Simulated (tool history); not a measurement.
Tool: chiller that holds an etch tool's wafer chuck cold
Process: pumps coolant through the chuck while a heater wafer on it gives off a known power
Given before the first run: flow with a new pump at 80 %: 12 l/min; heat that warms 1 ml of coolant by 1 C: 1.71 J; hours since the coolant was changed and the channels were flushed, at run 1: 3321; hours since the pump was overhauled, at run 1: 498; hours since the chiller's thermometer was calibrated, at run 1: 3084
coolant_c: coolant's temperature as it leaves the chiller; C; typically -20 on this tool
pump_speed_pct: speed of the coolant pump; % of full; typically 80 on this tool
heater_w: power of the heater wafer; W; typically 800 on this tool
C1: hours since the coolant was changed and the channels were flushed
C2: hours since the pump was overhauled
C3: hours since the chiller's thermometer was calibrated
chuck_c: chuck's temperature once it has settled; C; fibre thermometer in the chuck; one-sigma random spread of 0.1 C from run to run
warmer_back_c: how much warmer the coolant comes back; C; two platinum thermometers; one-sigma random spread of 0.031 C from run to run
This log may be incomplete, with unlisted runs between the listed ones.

{"run": 1, "day": 0.0, "coolant_c": -20, "pump_speed_pct": 80, "heater_w": 800, "C1": 3321, "C2": 498, "C3": 3084, "chuck_c": -10.1, "warmer_back_c": 2.35}
{"run": 2, "day": 1.829, "coolant_c": -20, "pump_speed_pct": 80, "heater_w": 800, "C1": 3365, "C2": 542, "C3": 3128, "chuck_c": -9.8, "warmer_back_c": 2.39}
{"run": 3, "day": 2.65, "coolant_c": -20, "pump_speed_pct": 80, "heater_w": 800, "C1": 3385, "C2": 561, "C3": 3148, "chuck_c": -10.0, "warmer_back_c": 2.36}
{"run": 4, "day": 4.408, "coolant_c": -20, "pump_speed_pct": 80, "heater_w": 800, "C1": 3427, "C2": 603, "C3": 3190, "chuck_c": -9.8, "warmer_back_c": 2.4}
{"run": 5, "day": 5.179, "coolant_c": -20, "pump_speed_pct": 80, "heater_w": 800, "C1": 3445, "C2": 622, "C3": 3209, "chuck_c": -10.1, "warmer_back_c": 2.46}
{"run": 6, "day": 6.879, "coolant_c": -20, "pump_speed_pct": 80, "heater_w": 800, "C1": 3486, "C2": 663, "C3": 3249, "chuck_c": -10.2, "warmer_back_c": 2.45}
{"run": 7, "day": 8.142, "coolant_c": -20, "pump_speed_pct": 80, "heater_w": 800, "C1": 3517, "C2": 693, "C3": 3280, "chuck_c": -10.1, "warmer_back_c": 2.43}
{"run": 8, "day": 8.979, "coolant_c": -20, "pump_speed_pct": 80, "heater_w": 800, "C1": 3537, "C2": 713, "C3": 3300, "chuck_c": -10.1, "warmer_back_c": 2.47}
{"run": 9, "day": 9.925, "coolant_c": -20, "pump_speed_pct": 80, "heater_w": 800, "C1": 3559, "C2": 736, "C3": 3323, "chuck_c": -9.9, "warmer_back_c": 2.53}
{"run": 10, "day": 10.908, "coolant_c": -20, "pump_speed_pct": 80, "heater_w": 406, "C1": 3583, "C2": 759, "C3": 3346, "chuck_c": -14.9, "warmer_back_c": 1.4}
{"run": 11, "day": 12.508, "coolant_c": -20, "pump_speed_pct": 80, "heater_w": 406, "C1": 3621, "C2": 798, "C3": 3385, "chuck_c": -14.8, "warmer_back_c": 1.42}
{"run": 12, "day": 13.938, "coolant_c": -20, "pump_speed_pct": 80, "heater_w": 406, "C1": 3656, "C2": 832, "C3": 3419, "chuck_c": -14.9, "warmer_back_c": 1.41}
{"run": 13, "day": 15.104, "coolant_c": -20, "pump_speed_pct": 62, "heater_w": 800, "C1": 3684, "C2": 860, "C3": 3447, "chuck_c": -8.4, "warmer_back_c": 3.31}
{"run": 14, "day": 16.792, "coolant_c": -19, "pump_speed_pct": 80, "heater_w": 800, "C1": 3724, "C2": 901, "C3": 3487, "chuck_c": -8.8, "warmer_back_c": 2.63}
{"run": 15, "day": 18.475, "coolant_c": -20, "pump_speed_pct": 65, "heater_w": 800, "C1": 3765, "C2": 941, "C3": 3528, "chuck_c": -8.9, "warmer_back_c": 3.19}
{"run": 16, "day": 19.467, "coolant_c": -20, "pump_speed_pct": 65, "heater_w": 800, "C1": 3788, "C2": 965, "C3": 3552, "chuck_c": -8.7, "warmer_back_c": 3.25}
{"run": 17, "day": 20.658, "coolant_c": -20, "pump_speed_pct": 65, "heater_w": 800, "C1": 3817, "C2": 993, "C3": 3580, "chuck_c": -8.9, "warmer_back_c": 3.25}
{"run": 18, "day": 22.283, "coolant_c": -26, "pump_speed_pct": 92, "heater_w": 801, "C1": 3856, "C2": 1032, "C3": 3619, "chuck_c": -16.7, "warmer_back_c": 2.37}
{"run": 19, "day": 23.546, "coolant_c": -20, "pump_speed_pct": 69, "heater_w": 800, "C1": 3886, "C2": 1063, "C3": 3649, "chuck_c": -9.1, "warmer_back_c": 3.17}
{"run": 20, "day": 24.85, "coolant_c": -20, "pump_speed_pct": 69, "heater_w": 800, "C1": 3918, "C2": 1094, "C3": 3681, "chuck_c": -9.3, "warmer_back_c": 3.15}
{"run": 21, "day": 26.675, "coolant_c": -14, "pump_speed_pct": 69, "heater_w": 800, "C1": 3961, "C2": 1138, "C3": 3725, "chuck_c": -3.1, "warmer_back_c": 3.23}
{"run": 22, "day": 28.096, "coolant_c": -14, "pump_speed_pct": 69, "heater_w": 800, "C1": 3995, "C2": 1172, "C3": 3759, "chuck_c": -3.1, "warmer_back_c": 3.18}
{"run": 23, "day": 29.388, "coolant_c": -27, "pump_speed_pct": 77, "heater_w": 595, "C1": 4026, "C2": 1203, "C3": 3790, "chuck_c": -19.3, "warmer_back_c": 2.24}
{"run": 24, "day": 30.242, "coolant_c": -27, "pump_speed_pct": 77, "heater_w": 595, "C1": 4047, "C2": 1223, "C3": 3810, "chuck_c": -19.6, "warmer_back_c": 2.3}
{"day": 31.583, "done": "gauge calibrated"}
{"run": 25, "day": 31.992, "coolant_c": -27, "pump_speed_pct": 77, "heater_w": 595, "C1": 4089, "C2": 1265, "C3": 3852, "chuck_c": -19.3, "warmer_back_c": 1.8}
{"run": 26, "day": 33.096, "coolant_c": -27, "pump_speed_pct": 77, "heater_w": 595, "C1": 4115, "C2": 1292, "C3": 3879, "chuck_c": -19.4, "warmer_back_c": 1.89}
{"run": 27, "day": 34.375, "coolant_c": -27, "pump_speed_pct": 77, "heater_w": 595, "C1": 4146, "C2": 1323, "C3": 3909, "chuck_c": -19.3, "warmer_back_c": 1.89}
{"run": 28, "day": 36.179, "coolant_c": -20, "pump_speed_pct": 77, "heater_w": 800, "C1": 4189, "C2": 1366, "C3": 3953, "chuck_c": -9.6, "warmer_back_c": 2.52}
{"run": 29, "day": 37.175, "coolant_c": -20, "pump_speed_pct": 80, "heater_w": 1044, "C1": 4213, "C2": 1390, "C3": 3977, "chuck_c": -6.9, "warmer_back_c": 3.18}
{"run": 30, "day": 38.067, "coolant_c": -20, "pump_speed_pct": 80, "heater_w": 1044, "C1": 4235, "C2": 1411, "C3": 3998, "chuck_c": -6.8, "warmer_back_c": 3.13}
{"run": 31, "day": 39.304, "coolant_c": -20, "pump_speed_pct": 80, "heater_w": 1044, "C1": 4264, "C2": 1441, "C3": 4028, "chuck_c": -7.0, "warmer_back_c": 3.17}
{"run": 32, "day": 40.079, "coolant_c": -20, "pump_speed_pct": 76, "heater_w": 800, "C1": 4283, "C2": 1460, "C3": 4046, "chuck_c": -9.7, "warmer_back_c": 2.62}

Had the tool no unlogged condition, and each run kept its random variation, what would the results have been?
The tool's hidden condition here consists of: heat passed by the chuck's channels, % of clean ones'; flow at a given pump speed, % of a new pump's; coolant's true temperature over the reading, C; drift of the gauge itself on chuck_c, C; drift of the gauge itself on warmer_back_c, C.
run=1 warmer_back_c=2.34
run=2 warmer_back_c=2.36
run=3 warmer_back_c=2.32
run=4 warmer_back_c=2.34
run=5 warmer_back_c=2.38
run=6 warmer_back_c=2.34
run=7 warmer_back_c=2.30
run=8 warmer_back_c=2.33
run=9 warmer_back_c=2.38
run=10 warmer_back_c=1.23
run=11 warmer_back_c=1.23
run=12 warmer_back_c=1.20
run=13 warmer_back_c=3.08
run=14 warmer_back_c=2.38
run=15 warmer_back_c=2.91
run=16 warmer_back_c=2.95
run=17 warmer_back_c=2.93
run=18 warmer_back_c=2.03
run=19 warmer_back_c=2.81
run=20 warmer_back_c=2.77
run=21 warmer_back_c=2.82
run=22 warmer_back_c=2.75
run=23 warmer_back_c=1.79
run=24 warmer_back_c=1.84
run=25 warmer_back_c=1.79
run=26 warmer_back_c=1.87
run=27 warmer_back_c=1.85
run=28 warmer_back_c=2.45
run=29 warmer_back_c=3.09
run=30 warmer_back_c=3.03
run=31 warmer_back_c=3.05
run=32 warmer_back_c=2.49
chuck_c: within 0.1 C of the measured result in every run.

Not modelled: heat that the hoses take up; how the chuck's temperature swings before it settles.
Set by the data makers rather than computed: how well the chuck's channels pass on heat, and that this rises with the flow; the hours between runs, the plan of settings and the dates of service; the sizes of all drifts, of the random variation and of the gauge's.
